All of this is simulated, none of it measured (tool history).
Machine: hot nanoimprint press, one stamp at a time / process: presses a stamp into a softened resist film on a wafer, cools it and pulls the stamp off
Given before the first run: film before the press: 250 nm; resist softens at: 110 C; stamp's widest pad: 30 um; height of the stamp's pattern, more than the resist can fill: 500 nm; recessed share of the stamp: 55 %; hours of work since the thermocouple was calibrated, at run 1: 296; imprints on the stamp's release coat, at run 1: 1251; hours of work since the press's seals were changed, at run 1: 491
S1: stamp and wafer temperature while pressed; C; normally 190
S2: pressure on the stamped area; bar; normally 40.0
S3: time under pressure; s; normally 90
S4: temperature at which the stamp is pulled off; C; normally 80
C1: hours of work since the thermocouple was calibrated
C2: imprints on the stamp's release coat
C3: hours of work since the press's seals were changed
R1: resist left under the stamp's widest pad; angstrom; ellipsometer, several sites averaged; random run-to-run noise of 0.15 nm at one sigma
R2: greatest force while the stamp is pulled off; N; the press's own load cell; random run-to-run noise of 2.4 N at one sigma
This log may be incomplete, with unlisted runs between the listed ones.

run     day   S1    S2   S3  S4   C1    C2   C3    R1   R2
  1   0.000  190  40.0   90  80  296  1251  491  1380  109
  2   0.654  190  40.0   90  75  307  1300  503  1376  118
  3   1.196  190  40.0   49  80  317  1341  513  1626  112
  4   1.650  190  40.0   49  80  325  1375  521  1623  110
  5   2.333  190  40.0   49  80  337  1426  533  1624  116
  6   3.071  190  40.0   49  80  350  1482  546  1618  114
  7   3.671  190  40.0   49  80  361  1527  557  1617  109
  8   4.242  190  40.0   49  80  371  1569  567  1619  111
  9   4.750  190  40.0   49  80  380  1608  576  1615  114
 10   5.588  190  40.0   49  80  395  1671  591  1615  114
 11   6.179  190  40.0   90  80  406  1715  601  1365  109
 12   6.638  190  40.0   90  80  414  1750  609  1364  113
 13   7.175  190  40.0   69  80  423  1790  619  1472  114
 14   7.650  190  40.0   90  76  432  1826  627  1363  117
 15   8.408  190  40.0   90  80  445  1883  641  1360  114
      9.342  -- stamp cleaned and given a new release coat
 16   9.342  190  40.0   90  80  457     0  653  1359  110
      9.675  -- plate thermocouple calibrated
 17  10.017  190  40.0   90  80    6    42  663  1361  113
 18  10.792  181  40.0   90  66   20   100  677  1735  132
 19  11.467  181  29.0   90  66   32   150  689  1939  133
 20  12.012  190  40.0   90  68   42   192  698  1356  127
 21  12.388  196  63.5   53  66   48   220  705  1039  133
 22  12.921  196  63.5   53  66   58   260  714  1038  131
     12.962  -- gauge calibrated
 23  13.762  190  41.9   53  84   73   323  729  1562  103
 24  14.238  189  40.0   90  80   81   359  738  1414  109
 25  14.825  189  40.0   90  80   92   403  748  1416  112
     15.338  -- press's hydraulic seals changed and the load cell set to zero
 26  15.521  189  40.0   90  80   98   430    3  1412  114
 27  16.079  189  40.0   90  80  108   472   13  1414  113
 28  16.538  180  27.1  177  65  116   507   21  1799  133
 29  17.179  190  35.1   68  80  127   555   33  1577  110
 30  17.804  186  26.5   91  80  139   602   44  1819  109

Predict each of these 4 candidate next runs independently; none follows another, all start after run 30:
  A  18.300  186  26.5   91  86  147  639  53   ?   ?
  B  18.300  190  55.6  133  80  147  639  53   ?   ?
  C  18.300  186  52.6  180  80  147  639  53   ?   ?
  D  18.300  184  40.0   67  79  147  639  53   ?   ?

run    R1   R2
  A  1816  101
  B  1006  111
  C  1076  113
  D  1732  113
Without the tool's unlogged condition, the same runs would have read:
run    R1   R2
  A  1829  100
  B  1014  110
  C  1084  113
  D  1745  113
